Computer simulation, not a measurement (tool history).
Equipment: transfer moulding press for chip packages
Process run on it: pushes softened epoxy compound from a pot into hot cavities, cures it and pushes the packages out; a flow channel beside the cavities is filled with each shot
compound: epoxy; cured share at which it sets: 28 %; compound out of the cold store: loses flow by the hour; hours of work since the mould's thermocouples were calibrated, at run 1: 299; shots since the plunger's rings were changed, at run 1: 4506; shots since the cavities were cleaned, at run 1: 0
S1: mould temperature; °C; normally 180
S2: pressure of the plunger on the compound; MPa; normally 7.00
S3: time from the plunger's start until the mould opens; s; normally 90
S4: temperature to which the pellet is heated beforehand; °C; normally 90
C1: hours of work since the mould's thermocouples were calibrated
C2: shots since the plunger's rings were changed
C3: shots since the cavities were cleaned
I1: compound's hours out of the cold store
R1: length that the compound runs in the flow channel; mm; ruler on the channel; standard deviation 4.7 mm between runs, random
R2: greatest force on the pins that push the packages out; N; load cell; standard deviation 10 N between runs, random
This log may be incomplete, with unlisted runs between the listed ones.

run,hour,S1,S2,S3,S4,C1,C2,C3,I1,R1,R2
1,0.0,180,7.00,90,90,299,4506,0,20.0,900,474
2,19.9,180,7.00,90,90,310,4706,200,11.9,936,607
3,48.9,180,7.00,90,90,326,4998,492,42.7,783,679
4,85.6,180,7.00,90,90,347,5369,863,34.3,810,709
# hour 108.8: cavities cleaned with cleaning compound and waxed
5,121.6,180,7.00,90,90,367,5717,130,8.4,936,596
6,157.4,176,7.00,90,90,387,6078,491,14.0,918,887
7,177.1,176,7.00,90,90,398,6277,690,20.4,878,906
# hour 206.7: plunger's sealing rings changed
8,211.7,180,7.00,90,90,417,51,1014,35.8,887,732
# hour 219.8: cavities cleaned with cleaning compound and waxed
9,246.3,180,7.00,90,90,435,384,267,23.4,939,619
10,285.7,180,7.00,121,90,458,782,665,39.1,856,596
11,304.2,180,7.00,90,90,468,969,852,8.9,1020,740
# hour 328.5: cavities cleaned with cleaning compound and waxed
12,345.9,184,7.00,90,90,491,1374,176,8.1,1004,497
13,370.6,184,7.00,90,90,505,1624,426,35.8,852,599
14,391.2,180,8.69,90,90,517,1831,633,11.4,1099,688
15,409.5,180,6.58,112,89,527,2015,817,45.7,779,617
# hour 426.5: mould's thermocouples calibrated
# hour 438.5: cavities cleaned with cleaning compound and waxed
16,438.8,180,6.58,112,89,6,2275,2,32.4,842,418
17,477.6,180,6.58,112,89,28,2667,394,47.2,767,542
18,501.4,172,7.00,90,98,42,2907,634,39.9,841,1030
19,518.3,176,6.86,90,93,51,3078,805,26.4,890,849
# hour 548.9: cavities cleaned with cleaning compound and waxed
20,556.1,179,6.31,123,83,72,3443,72,42.4,764,445
21,595.0,179,6.31,123,83,94,3836,465,26.9,835,593
22,622.0,180,7.00,117,90,109,4108,737,21.1,901,636
# hour 657.1: cavities cleaned with cleaning compound and waxed
23,661.0,180,7.00,91,87,131,4487,39,26.5,862,501
24,699.3,180,7.00,91,87,152,4872,424,22.1,882,661
25,736.6,174,7.00,103,90,174,5249,801,33.2,833,762

What will run 26 give?
# hour 764.4: cavities cleaned with cleaning compound and waxed
26,764.4,175,7.00,90,99,189,5514,0,38.1,?,?

{"run 26": {"R1": 815, "R2": 562}}
If the tool had no hidden condition, the same run with the same run-to-run variation would have returned R1 896 mm, R2 558 N.
